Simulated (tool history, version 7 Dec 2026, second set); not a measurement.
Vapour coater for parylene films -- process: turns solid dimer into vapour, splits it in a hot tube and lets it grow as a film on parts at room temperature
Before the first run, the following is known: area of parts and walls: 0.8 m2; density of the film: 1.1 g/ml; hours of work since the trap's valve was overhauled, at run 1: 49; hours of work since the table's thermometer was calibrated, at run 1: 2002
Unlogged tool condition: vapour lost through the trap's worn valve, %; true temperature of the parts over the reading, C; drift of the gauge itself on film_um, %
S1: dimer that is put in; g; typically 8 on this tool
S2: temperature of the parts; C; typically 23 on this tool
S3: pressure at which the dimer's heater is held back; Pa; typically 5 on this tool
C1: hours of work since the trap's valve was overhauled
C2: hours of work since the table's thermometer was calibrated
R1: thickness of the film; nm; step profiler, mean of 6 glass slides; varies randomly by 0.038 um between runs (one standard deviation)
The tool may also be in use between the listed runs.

run,day,S1,S2,S3,C1,C2,R1
1,0,8,23,5,49,2002,3880
2,2.979,8,23,5,112,2065,3890
3,6.05,8,23,5,178,2131,3850
4,9.75,8,23,5,257,2210,3810
# day 12.35: table's thermometer calibrated
5,12.621,8,23,5,317,6,3870
# day 16.117: trap's valve overhauled
6,16.229,8,35,5,2,79,3140
7,18.258,8,35,5,46,123,3000
8,20.129,8,19,5,86,162,4400
9,23.117,8,19,5,149,226,4380
10,26.804,8,19,5,228,305,4280
11,29.862,8,23,2.12,293,370,4750
12,32.804,8,23,2.12,356,433,4730
# day 34.362: trap's valve overhauled
13,35.354,8,23,5,21,484,4050
14,37.112,8,23,5,59,521,4050
15,40.704,8,23,5,135,598,4050
16,43.783,8,23,5,201,664,3900
17,45.496,8,23,5,238,700,3920
18,49.062,8,23,5,314,776,3870
# day 52.438: trap's valve overhauled
19,52.525,4,23,5,2,847,1980
20,55.383,3,23,8.76,63,908,1300
21,57.283,3,23,8.76,103,948,1300
22,60.412,9,20,8.76,170,1015,4130
23,62.029,9,20,8.76,205,1049,4130
24,64.271,8,23,4.25,253,1097,3970
25,67.442,6,29,11.36,320,1165,2050
# day 70.808: trap's valve overhauled
26,71.121,6,29,11.36,7,1240,2130
27,72.775,8,23,3.9,42,1275,4240

What will run 28 give?
28,75.204,7,16,3.22,94,1327,?

R1: 4570 nm
With no hidden state in the tool, this same run would have given R1 4750 nm.
